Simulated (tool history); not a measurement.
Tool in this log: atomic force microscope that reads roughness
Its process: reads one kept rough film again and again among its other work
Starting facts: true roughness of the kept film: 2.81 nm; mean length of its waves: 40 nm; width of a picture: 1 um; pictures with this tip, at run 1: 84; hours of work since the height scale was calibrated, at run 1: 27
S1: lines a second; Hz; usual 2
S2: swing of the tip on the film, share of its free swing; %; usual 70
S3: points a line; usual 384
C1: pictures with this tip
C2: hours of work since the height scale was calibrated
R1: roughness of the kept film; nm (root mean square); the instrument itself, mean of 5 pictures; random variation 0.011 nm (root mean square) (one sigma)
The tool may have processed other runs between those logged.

| run | day | S1 | S2 | S3 | C1 | C2 | R1 |
|---|---|---|---|---|---|---|---|
| 1 | 0 | 2 | 70 | 384 | 84 | 27 | 2.385 |
| 2 | 0.412 | 2 | 70 | 430 | 96 | 31 | 2.38 |
|  | 0.692 | new tip fitted |
| 3 | 0.812 | 0.65 | 70 | 384 | 3 | 35 | 2.638 |
| 4 | 1.129 | 2 | 70 | 384 | 13 | 38 | 2.509 |
| 5 | 1.546 | 2 | 70 | 384 | 25 | 42 | 2.473 |
| 6 | 1.933 | 2 | 57 | 384 | 37 | 46 | 2.539 |
| 7 | 2.146 | 2 | 57 | 384 | 43 | 48 | 2.533 |
| 8 | 2.412 | 2 | 63 | 384 | 51 | 51 | 2.519 |
| 9 | 2.767 | 2 | 63 | 691 | 62 | 54 | 2.484 |
| 10 | 3.204 | 2 | 70 | 384 | 75 | 59 | 2.393 |
| 11 | 3.392 | 2 | 70 | 384 | 80 | 60 | 2.399 |
| 12 | 3.725 | 3.65 | 70 | 436 | 90 | 64 | 2.265 |
| 13 | 4.146 | 1.74 | 59 | 302 | 103 | 68 | 2.443 |
|  | 4.188 | new tip fitted |
| 14 | 4.383 | 2 | 85 | 384 | 5 | 70 | 2.306 |
| 15 | 4.696 | 2.23 | 62 | 441 | 15 | 73 | 2.531 |
| 16 | 5.046 | 2.23 | 62 | 441 | 25 | 76 | 2.529 |
| 17 | 5.446 | 2.23 | 67 | 650 | 37 | 80 | 2.459 |
| 18 | 5.788 | 3.25 | 56 | 487 | 47 | 84 | 2.492 |
| 19 | 6.158 | 2 | 71 | 384 | 58 | 87 | 2.413 |
| 20 | 6.612 | 0.9 | 68 | 510 | 72 | 92 | 2.486 |
| 21 | 6.862 | 3.06 | 87 | 384 | 80 | 94 | 2.003 |
| 22 | 7.204 | 3.06 | 87 | 384 | 90 | 98 | 2.006 |

Measured result minus the same run's result without the hidden state. Both carry the same run-to-run variation, though not necessarily the same gauge scatter:
The hidden state here: radius of the tip, nm; height scale over the true one, %; drift of the gauge itself on roughness_nm, %.
| run | R1 |
|---|---|
| 1 | -0.125 |
| 2 | -0.142 |
| 3 | -0.011 |
| 4 | -0.026 |
| 5 | -0.042 |
| 6 | -0.064 |
| 7 | -0.075 |
| 8 | -0.086 |
| 9 | -0.103 |
| 10 | -0.118 |
| 11 | -0.125 |
| 12 | -0.132 |
| 13 | -0.163 |
| 14 | -0.015 |
| 15 | -0.035 |
| 16 | -0.05 |
| 17 | -0.069 |
| 18 | -0.086 |
| 19 | -0.102 |
| 20 | -0.126 |
| 21 | -0.112 |
| 22 | -0.125 |
